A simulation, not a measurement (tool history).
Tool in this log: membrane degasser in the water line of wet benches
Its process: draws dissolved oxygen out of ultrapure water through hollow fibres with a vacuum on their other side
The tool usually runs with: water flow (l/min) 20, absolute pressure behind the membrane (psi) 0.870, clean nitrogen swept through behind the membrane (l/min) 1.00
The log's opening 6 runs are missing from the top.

run    hour  water flow (l/min)  absolute pressure behind the membrane (psi)  clean nitrogen swept through behind the membrane (l/min)  dissolved oxygen in the water behind the degasser (ppb)  pressure that the water loses in the fibres (psi)
  7   562.4                  20                                        0.870                                                      1.00                                                    127.1                                              9.385
  8   640.0                  20                                        0.870                                                      1.00                                                    128.2                                              9.368
  9   734.1                  20                                        0.870                                                      1.00                                                    128.4                                              9.388
 10   799.1                  20                                        0.824                                                      1.00                                                    114.7                                              9.446
 11   872.6                  20                                        0.824                                                      1.00                                                    112.4                                              9.474
 12   973.0                  20                                        0.824                                                      1.00                                                    112.4                                              9.461
 13  1090.4                  20                                        0.824                                                      0.73                                                    146.5                                              9.484
 14  1184.6                  14                                        0.870                                                      1.00                                                     92.6                                              6.653
 15  1332.8                  14                                        0.870                                                      1.00                                                     90.8                                              6.654
 16  1482.7                  14                                        0.870                                                      1.00                                                     89.9                                              6.666
 17  1584.0                  24                                        1.540                                                      0.47                                                    670.7                                             11.365
 18  1671.7                  24                                        1.540                                                      0.47                                                    680.2                                             11.409
 19  1794.7                  24                                        0.870                                                      1.32                                                    119.7                                             11.417
 20  1880.0                  17                                        0.892                                                      1.00                                                    114.8                                              8.074
 21  2027.7                  24                                        0.870                                                      1.00                                                    149.8                                             11.375
 22  2131.0                  24                                        0.645                                                      0.43                                                    134.1                                             11.483
 23  2278.4                  29                                        1.830                                                      0.56                                                    860.5                                             13.882
 24  2355.8                  19                                        2.141                                                      2.21                                                    233.6                                              9.088
 25  2477.2                  19                                        0.786                                                      0.61                                                    144.9                                              9.055
 26  2610.1                  16                                        1.331                                                      1.19                                                    184.5                                              7.671
 27  2704.7                  14                                        1.804                                                      0.79                                                    360.4                                              6.704
 28  2815.2                  14                                        1.804                                                      0.79                                                    359.8                                              6.711
 29  2947.3                  31                                        0.841                                                      0.49                                                    301.4                                             14.875
 30  3046.4                  21                                        0.557                                                      1.74                                                     23.0                                             10.111
 31  3162.5                  14                                        1.904                                                      0.66                                                    443.2                                              6.752

Here are 4 independent what-if runs from the current tool condition. What would each one return?
  A  3305.6                  31                                        0.672                                                      2.64                                                        ?                                                  ?
  B  3305.6                  17                                        1.904                                                      0.66                                                        ?                                                  ?
  C  3305.6                  20                                        0.870                                                      0.45                                                        ?                                                  ?
  D  3305.6                  20                                        0.602                                                      1.00                                                        ?                                                  ?

run  dissolved oxygen in the water behind the degasser (ppb)  pressure that the water loses in the fibres (psi)
  A                                                     53.8                                             14.848
  B                                                    532.1                                              8.160
  C                                                    246.2                                              9.645
  D                                                     46.2                                              9.610
With the hidden condition removed and each run's random variation left untouched, the same runs would have given:
run  dissolved oxygen in the water behind the degasser (ppb)  pressure that the water loses in the fibres (psi)
  A                                                     53.7                                             14.492
  B                                                    531.8                                              7.965
  C                                                    246.0                                              9.414
  D                                                     46.1                                              9.378

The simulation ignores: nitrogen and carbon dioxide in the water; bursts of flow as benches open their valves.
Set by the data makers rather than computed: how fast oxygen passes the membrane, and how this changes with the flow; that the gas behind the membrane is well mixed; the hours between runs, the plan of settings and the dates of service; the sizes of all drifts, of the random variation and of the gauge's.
